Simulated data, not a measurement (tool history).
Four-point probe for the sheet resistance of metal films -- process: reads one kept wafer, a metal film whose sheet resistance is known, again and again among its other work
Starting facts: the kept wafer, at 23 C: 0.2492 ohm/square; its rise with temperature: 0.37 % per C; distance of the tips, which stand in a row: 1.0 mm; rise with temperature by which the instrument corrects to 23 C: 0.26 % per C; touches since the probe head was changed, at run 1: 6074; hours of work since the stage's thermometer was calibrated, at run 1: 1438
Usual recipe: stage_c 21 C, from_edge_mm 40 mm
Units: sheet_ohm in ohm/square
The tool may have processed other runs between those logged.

| run | hour | stage_c | from_edge_mm | touches since the probe head was changed | hours of work since the stage's thermometer was calibrated | sheet_ohm |
|---|---|---|---|---|---|---|
| 1 | 0.0 | 21 | 40 | 6074 | 1438 | 0.249088 |
| 2 | 135.7 | 21 | 40 | 7267 | 1498 | 0.249134 |
| 3 | 269.4 | 21 | 40 | 8442 | 1556 | 0.249245 |
| 4 | 400.8 | 21 | 40 | 9598 | 1614 | 0.249295 |
| 5 | 494.2 | 21 | 40 | 10420 | 1655 | 0.249274 |
| 6 | 620.8 | 21 | 40 | 11533 | 1710 | 0.249364 |
|  | 732.7 | stage's thermometer calibrated |
| 7 | 748.8 | 21 | 40 | 12653 | 7 | 0.248851 |
| 8 | 867.4 | 21 | 40 | 13697 | 59 | 0.248847 |
| 9 | 957.2 | 21 | 51 | 14487 | 98 | 0.248874 |
| 10 | 1030.8 | 21 | 51 | 15133 | 130 | 0.248905 |
| 11 | 1088.4 | 21 | 40 | 15640 | 156 | 0.248959 |
| 12 | 1151.0 | 21 | 40 | 16191 | 183 | 0.248980 |
| 13 | 1242.6 | 21 | 27 | 16996 | 223 | 0.249110 |
| 14 | 1360.6 | 19 | 3 | 18034 | 275 | 0.262281 |
| 15 | 1496.8 | 20 | 3 | 19231 | 334 | 0.262647 |
| 16 | 1563.2 | 20 | 3 | 19815 | 364 | 0.262674 |
| 17 | 1671.2 | 20 | 5 | 20765 | 411 | 0.254029 |
| 18 | 1750.6 | 20 | 28 | 21464 | 446 | 0.249023 |
| 19 | 1881.5 | 31 | 68 | 22614 | 503 | 0.251828 |
| 20 | 1971.0 | 27 | 14 | 23401 | 542 | 0.251376 |
| 21 | 2085.9 | 27 | 41 | 24412 | 592 | 0.250972 |
| 22 | 2177.2 | 34 | 14 | 25214 | 632 | 0.253411 |
| 23 | 2258.7 | 34 | 14 | 25931 | 668 | 0.253456 |
| 24 | 2384.4 | 32 | 14 | 27036 | 723 | 0.252947 |
| 25 | 2446.5 | 32 | 14 | 27583 | 750 | 0.252938 |

For some of the steps in sheet_ohm from one run to the next: how much would appear even if the tool had no hidden state, given the settings, what came in and random variation, and how much remains for the hidden state plus any gauge scatter that the measured result and the result without hidden state don't share?
Unlogged tool condition in this case: inner tips' distance over the nominal, %; tips' flats over new ones', %; wafer's true temperature over the reading, C; drift of the gauge itself on sheet_ohm, %.
Run 6 -> 7: stage's thermometer calibrated. sheet_ohm -0.000513 ohm/square: hidden state -0.000466, all else -0.000047.
Run 13 -> 14: stage_c 21 -> 19, from_edge_mm 27 -> 3. sheet_ohm +0.013171 ohm/square: hidden state +0.000051, all else +0.013120.
Run 16 -> 17: from_edge_mm 3 -> 5. sheet_ohm -0.008645 ohm/square: hidden state +0.000018, all else -0.008663.
